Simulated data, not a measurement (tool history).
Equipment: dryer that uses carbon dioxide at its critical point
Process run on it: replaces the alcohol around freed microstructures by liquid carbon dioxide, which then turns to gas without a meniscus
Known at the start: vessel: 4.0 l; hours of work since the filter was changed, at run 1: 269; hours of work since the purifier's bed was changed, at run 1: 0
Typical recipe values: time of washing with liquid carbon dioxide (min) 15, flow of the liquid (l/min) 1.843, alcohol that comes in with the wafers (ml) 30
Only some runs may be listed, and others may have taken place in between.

run   hour  time of washing with liquid carbon dioxide (min)  flow of the liquid (l/min)  alcohol that comes in with the wafers (ml)  hours of work since the filter was changed  hours of work since the purifier's bed was changed  alcohol left in the vessel before it's heated (ppm by volume)
  1    0.0                                                15                       1.843                                          30                                         269                                                   0                                                             73
  2   51.1                                                15                       1.843                                          30                                         305                                                  36                                                             79
      74.4  -- inlet filter changed
  3   93.1                                                15                       1.843                                          30                                          13                                                  65                                                             57
  4  115.5                                                 9                       1.843                                          30                                          29                                                  81                                                            358
  5  146.8                                                 9                       1.843                                          30                                          51                                                 103                                                            355
  6  197.8                                                15                       1.843                                          30                                          87                                                 139                                                             84
  7  221.1                                                15                       1.843                                          30                                         103                                                 155                                                             79
  8  272.0                                                15                       1.843                                          30                                         139                                                 191                                                             82
  9  313.0                                                15                       1.843                                          30                                         168                                                 220                                                             95
 10  354.9                                                14                       1.843                                          30                                         198                                                 250                                                            115
 11  394.6                                                14                       1.843                                          30                                         226                                                 278                                                            125
 12  441.2                                                19                       1.920                                          48                                         259                                                 310                                                             74
 13  484.0                                                19                       1.920                                          48                                         289                                                 341                                                             87
     530.9  -- inlet filter changed
 14  535.9                                                19                       1.920                                          48                                           4                                                 376                                                             78
 15  584.6                                                19                       1.920                                          48                                          38                                                 411                                                             75
 16  625.5                                                19                       1.920                                          48                                          67                                                 440                                                             95
 17  656.0                                                14                       1.460                                          22                                          88                                                 461                                                            214
 18  684.1                                                15                       1.843                                          30                                         108                                                 481                                                            130
 19  721.4                                                15                       2.000                                          73                                         134                                                 507                                                            159

Expected results for the next run?
     755.3  -- purifier's bed changed
 20  774.2                                                16                       1.350                                          63                                         169                                                  13                                                              ?

{"run 20": {"alcohol left in the vessel before it's heated (ppm by volume)": 381}}
If the tool had no hidden condition, the same run with the same run-to-run variation would have returned alcohol left in the vessel before it's heated (ppm by volume) 299.

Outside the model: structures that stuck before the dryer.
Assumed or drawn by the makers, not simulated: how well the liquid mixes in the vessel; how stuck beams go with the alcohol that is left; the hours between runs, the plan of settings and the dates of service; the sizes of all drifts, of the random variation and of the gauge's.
